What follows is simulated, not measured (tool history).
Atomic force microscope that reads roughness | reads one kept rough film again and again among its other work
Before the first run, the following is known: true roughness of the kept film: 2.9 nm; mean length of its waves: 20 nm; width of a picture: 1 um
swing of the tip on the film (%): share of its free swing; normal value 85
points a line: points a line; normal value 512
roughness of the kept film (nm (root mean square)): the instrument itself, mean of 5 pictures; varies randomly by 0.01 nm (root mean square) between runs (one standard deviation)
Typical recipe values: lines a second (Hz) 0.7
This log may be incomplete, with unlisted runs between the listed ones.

run   hour  lines a second (Hz)  swing of the tip on the film (%)  points a line  roughness of the kept film (nm (root mean square))
  1      0                  0.7                                85            512                                               2.185
  2   51.9                0.714                                85            512                                               2.031
  3   94.8                0.714                                85            512                                               1.919
     123.5  -- new tip fitted
  4  159.2                0.714                                85            512                                               2.215
  5  212.1                  0.7                                85            512                                               2.075
  6  246.2                  0.7                                85            512                                               2.004
  7  289.1                  0.7                                85            512                                               1.869
     294.9  -- new tip fitted
  8  339.2                  0.7                                85            512                                               2.194
  9  383.5                1.574                                61            292                                               2.091
 10  451.5                1.574                                61            292                                               1.921
     466.4  -- new tip fitted
 11  495.4                1.574                                61            292                                               2.242
 12  562.7                1.574                                61            292                                               2.073
 13  612.2                  0.7                                83            323                                               1.903
     639.1  -- new tip fitted
 14  656.7                  0.7                                83            323                                               2.265
 15  709.1                  0.7                                83            323                                               2.083
 16  765.5                  0.7                                57            655                                               2.097

Below, some changes in roughness of the kept film (nm (root mean square)) between adjacent runs. For each, the amount present without the hidden state too (settings, incoming material, random variation) and the amount remaining for the hidden state with gauge scatter not shared by both compared results:
Hidden state present: radius of the tip, nm; height scale over the true one, %; drift of the gauge itself on roughness_nm, %.
Run 10 -> 11: new tip fitted. roughness of the kept film (nm (root mean square)) +0.321: hidden state +0.344, all else -0.023.
Run 13 -> 14: new tip fitted. roughness of the kept film (nm (root mean square)) +0.362: hidden state +0.342, all else +0.02.
